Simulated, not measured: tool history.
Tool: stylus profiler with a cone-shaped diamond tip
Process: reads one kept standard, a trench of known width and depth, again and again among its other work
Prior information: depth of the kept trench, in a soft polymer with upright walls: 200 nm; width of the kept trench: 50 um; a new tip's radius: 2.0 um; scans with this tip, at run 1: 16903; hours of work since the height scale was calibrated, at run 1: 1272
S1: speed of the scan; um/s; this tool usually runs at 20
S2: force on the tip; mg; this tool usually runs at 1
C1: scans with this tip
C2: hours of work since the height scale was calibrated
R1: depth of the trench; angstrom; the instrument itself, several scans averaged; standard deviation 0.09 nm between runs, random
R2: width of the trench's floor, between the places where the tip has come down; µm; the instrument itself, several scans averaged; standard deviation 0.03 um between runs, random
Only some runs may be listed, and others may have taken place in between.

run 1 hour=0 | S1=20 S2=1 | C1=16903 C2=1272 | R1=2006.5 R2=47.76
run 2 hour=61.3 | S1=20 S2=1.42 | C1=17261 C2=1299 | R1=2010.9 R2=47.8
run 3 hour=176.7 | S1=9 S2=1 | C1=17937 C2=1350 | R1=2006.5 R2=47.81
run 4 hour=265.3 | S1=22 S2=1 | C1=18455 C2=1389 | R1=2007.7 R2=47.71
run 5 hour=336.7 | S1=20 S2=0.79 | C1=18873 C2=1421 | R1=2005 R2=47.68
run 6 hour=390 | S1=20 S2=0.98 | C1=19185 C2=1444 | R1=2007.3 R2=47.71
run 7 hour=477.4 | S1=20 S2=0.98 | C1=19696 C2=1483 | R1=2008.1 R2=47.68
run 8 hour=572.8 | S1=76 S2=1.54 | C1=20254 C2=1525 | R1=2011.3 R2=47.43
run 9 hour=662.2 | S1=76 S2=1.54 | C1=20777 C2=1564 | R1=2010.6 R2=47.39
run 10 hour=756.1 | S1=76 S2=1.54 | C1=21326 C2=1605 | R1=2009.9 R2=47.4
run 11 hour=813.7 | S1=76 S2=1.54 | C1=21663 C2=1631 | R1=2011.7 R2=47.4
run 12 hour=901.2 | S1=48 S2=1.64 | C1=22175 C2=1669 | R1=2012.1 R2=47.54
run 13 hour=999.8 | S1=42 S2=1.07 | C1=22752 C2=1713 | R1=2006.3 R2=47.53

Below are 3 alternative next runs, each starting from the tool's condition after run 13. Predict each:
run A hour=1058.1 | S1=14 S2=1.07 | C1=23093 C2=1738 | R1=? R2=?
run B hour=1058.1 | S1=14 S2=2.45 | C1=23093 C2=1738 | R1=? R2=?
run C hour=1058.1 | S1=55 S2=1.07 | C1=23093 C2=1738 | R1=? R2=?

run=A R1=2006.8 R2=47.69
run=B R1=2016.3 R2=47.68
run=C R1=2006.9 R2=47.41
Take away the tool's hidden state, keep each run's random variation, and the runs would have read:
run=A R1=2012.6 R2=48.18
run=B R1=2022.2 R2=48.17
run=C R1=2012.7 R2=47.9
